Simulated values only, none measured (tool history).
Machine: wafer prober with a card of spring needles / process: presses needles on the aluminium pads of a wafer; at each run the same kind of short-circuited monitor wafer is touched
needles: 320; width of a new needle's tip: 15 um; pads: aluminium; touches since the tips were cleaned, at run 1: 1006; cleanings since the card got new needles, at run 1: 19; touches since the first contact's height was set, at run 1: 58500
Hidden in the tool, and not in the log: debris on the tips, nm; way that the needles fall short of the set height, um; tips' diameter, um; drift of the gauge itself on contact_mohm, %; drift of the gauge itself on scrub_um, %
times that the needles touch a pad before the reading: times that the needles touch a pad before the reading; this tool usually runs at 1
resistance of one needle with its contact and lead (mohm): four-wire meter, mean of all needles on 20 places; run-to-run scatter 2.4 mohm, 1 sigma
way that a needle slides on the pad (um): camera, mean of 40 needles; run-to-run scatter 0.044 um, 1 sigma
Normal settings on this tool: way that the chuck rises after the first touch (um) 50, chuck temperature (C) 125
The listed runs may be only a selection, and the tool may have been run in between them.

run,day,way that the chuck rises after the first touch (um),chuck temperature (C),times that the needles touch a pad before the reading,touches since the tips were cleaned,cleanings since the card got new needles,touches since the first contact's height was set,resistance of one needle with its contact and lead (mohm),way that a needle slides on the pad (um)
1,0,50,125,1,1006,19,58500,281,10.25
# day 0.212: tips cleaned on abrasive film
# day 0.525: tips cleaned on abrasive film
2,0.621,50,125,1,863,21,64007,280,10.24
# day 0.838: tips cleaned on abrasive film
# day 1.158: tips cleaned on abrasive film
3,1.158,50,77,1,0,23,68774,263,10.18
# day 1.462: tips cleaned on abrasive film
4,1.529,50,77,1,594,24,72062,263,10.23
# day 1.767: tips cleaned on abrasive film
5,1.871,50,125,1,921,25,75093,280,10.23
# day 2.071: tips cleaned on abrasive film
# day 2.362: tips cleaned on abrasive film
6,2.412,50,125,1,454,27,79880,280,10.29
# day 2.662: tips cleaned on abrasive film
7,2.775,50,125,1,1004,28,83126,284,10.17
# day 2.983: tips cleaned on abrasive film
8,3.154,42,125,1,1552,29,86491,280,8.6
# day 3.312: tips cleaned on abrasive film
9,3.421,62,125,1,996,30,88865,274,12.58
# day 3.608: tips cleaned on abrasive film
10,3.758,62,125,1,1371,31,91854,275,12.68
# day 3.925: tips cleaned on abrasive film
11,4.192,62,125,1,2389,32,95690,279,12.65
# day 4.246: tips cleaned on abrasive film
12,4.45,50,32,1,1836,33,98001,251,10.27
# day 4.579: tips cleaned on abrasive film
13,4.733,50,27,1,1394,34,100507,250,10.18
# day 4.879: tips cleaned on abrasive film
# day 5.217: tips cleaned on abrasive film
14,5.242,50,125,1,219,36,104984,280,10.19
# day 5.508: tips cleaned on abrasive film
15,5.675,50,125,1,1502,37,108864,279,10.14
# day 5.838: tips cleaned on abrasive film
# day 6.167: tips cleaned on abrasive film
16,6.167,50,125,1,0,39,113191,283,10.14
# day 6.5: tips cleaned on abrasive film
17,6.512,50,125,1,136,40,116280,276,10.13
# day 6.833: tips cleaned on abrasive film
18,7.046,39,40,3,1879,41,121019,262,7.85
# day 7.138: tips cleaned on abrasive film
# day 7.429: tips cleaned on abrasive film
19,7.654,39,40,3,2036,43,126438,257,7.88
# day 7.721: tips cleaned on abrasive film
# day 8.033: tips cleaned on abrasive film
20,8.067,62,31,1,334,45,130080,249,12.44
# day 8.35: tips cleaned on abrasive film
21,8.35,62,42,1,14,46,132574,254,12.59
# day 8.688: tips cleaned on abrasive film
22,8.871,37,88,2,1650,47,137234,279,7.43
# day 8.983: tips cleaned on abrasive film
23,9.171,37,88,2,1697,48,139872,275,7.5
# day 9.308: tips cleaned on abrasive film
24,9.479,42,88,2,1538,49,142605,272,8.44
# day 9.596: tips cleaned on abrasive film
# day 9.796: height of the first contact set anew
# day 9.933: tips cleaned on abrasive film
25,9.983,31,47,2,462,51,1666,265,6.29
# day 10.229: tips cleaned on abrasive film
26,10.342,42,125,2,1025,52,4835,282,8.42
# day 10.521: tips cleaned on abrasive film
# day 10.858: tips cleaned on abrasive film
27,10.988,36,77,2,1156,54,10553,273,7.25
# day 11.15: tips cleaned on abrasive film
# day 11.471: tips cleaned on abrasive film
28,11.617,50,125,2,1309,56,16150,277,10.16
# day 11.788: tips cleaned on abrasive film
29,11.954,50,125,2,1496,57,19140,277,10.07
# day 12.096: tips cleaned on abrasive film
30,12.271,40,29,1,1599,58,21964,256,8.07
# day 12.417: tips cleaned on abrasive film
# day 12.733: tips cleaned on abrasive film
31,12.8,40,29,1,615,60,26640,255,8.09
# day 13.029: tips cleaned on abrasive film
32,13.233,50,26,2,1818,61,30498,246,10.15
# day 13.346: tips cleaned on abrasive film
33,13.492,32,125,1,1330,62,32803,294,6.53

What if the next run were any one of these 3? Each begins from the tool's condition after run 33:
# day 13.646: tips cleaned on abrasive film
# day 13.954: tips cleaned on abrasive film
A,14.058,34,106,1,951,64,37824,?,?
# day 13.646: tips cleaned on abrasive film
# day 13.954: tips cleaned on abrasive film
B,14.058,42,62,2,951,64,37824,?,?
# day 13.646: tips cleaned on abrasive film
# day 13.954: tips cleaned on abrasive film
C,14.058,62,125,1,951,64,37824,?,?

run,resistance of one needle with its contact and lead (mohm),way that a needle slides on the pad (um)
A,280,6.92
B,265,8.54
C,275,12.42
With the hidden condition removed and each run's random variation left untouched, the same runs would have given:
run,resistance of one needle with its contact and lead (mohm),way that a needle slides on the pad (um)
A,279,7.04
B,265,8.69
C,275,12.64
